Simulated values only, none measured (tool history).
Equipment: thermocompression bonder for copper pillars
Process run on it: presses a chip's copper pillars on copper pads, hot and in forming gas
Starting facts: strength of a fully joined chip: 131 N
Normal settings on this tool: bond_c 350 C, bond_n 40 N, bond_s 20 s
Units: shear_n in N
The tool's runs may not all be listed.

run	hour	bond_c	bond_n	bond_s	shear_n
1	0	350	40	20	53.3
2	40.3	350	40	20	52.9
3	80.9	350	40	20	52
4	109.1	350	51	20	59.6
5	161.3	350	40	20	52.9
# hour 207: forming gas filter changed
6	211.4	350	40	20	53.6
7	256.5	350	59	20	66.2
8	286	350	59	20	65.6
9	325.7	350	59	20	64.8
10	360.2	350	59	20	64.3
11	417.8	350	59	20	63.8
12	451.3	350	40	20	52.9
13	505.3	329	40	20	42.6
14	555.5	350	36	20	49.3
15	589.1	350	40	20	52
16	643.5	350	40	20	51.4
17	669.3	350	40	20	51.3
18	720.1	350	40	14	44.4
19	780.4	350	40	20	51
20	809.7	350	40	20	50.9
# hour 828.1: force cell calibrated
# hour 842.4: forming gas filter changed
21	860.3	365	32	16	48
# hour 866.8: heater calibrated with a thermocouple chip
22	903.9	365	32	16	46
23	962.9	322	24	11	20.5
# hour 989.9: heater calibrated with a thermocouple chip, once more
24	992.2	322	24	11	24.1
25	1030.4	322	24	11	23.7
26	1070.6	322	24	11	23.7
27	1125.8	356	49	11	50.9
28	1178.5	350	40	27	60.1
29	1211.9	356	40	20	55.7
30	1238.2	379	24	37	65.2
31	1301.1	326	24	43	42.5
32	1337.6	350	27	20	42.7
33	1381.6	325	40	20	41.7
34	1436.7	327	25	20	31.9

What does the tool deliver on the next run?
35	1468.9	355	40	19	?

Logged for run 35: shear_n 53.4 N.
Had the tool carried no hidden state, the very same run would have given shear_n 56.4 N.
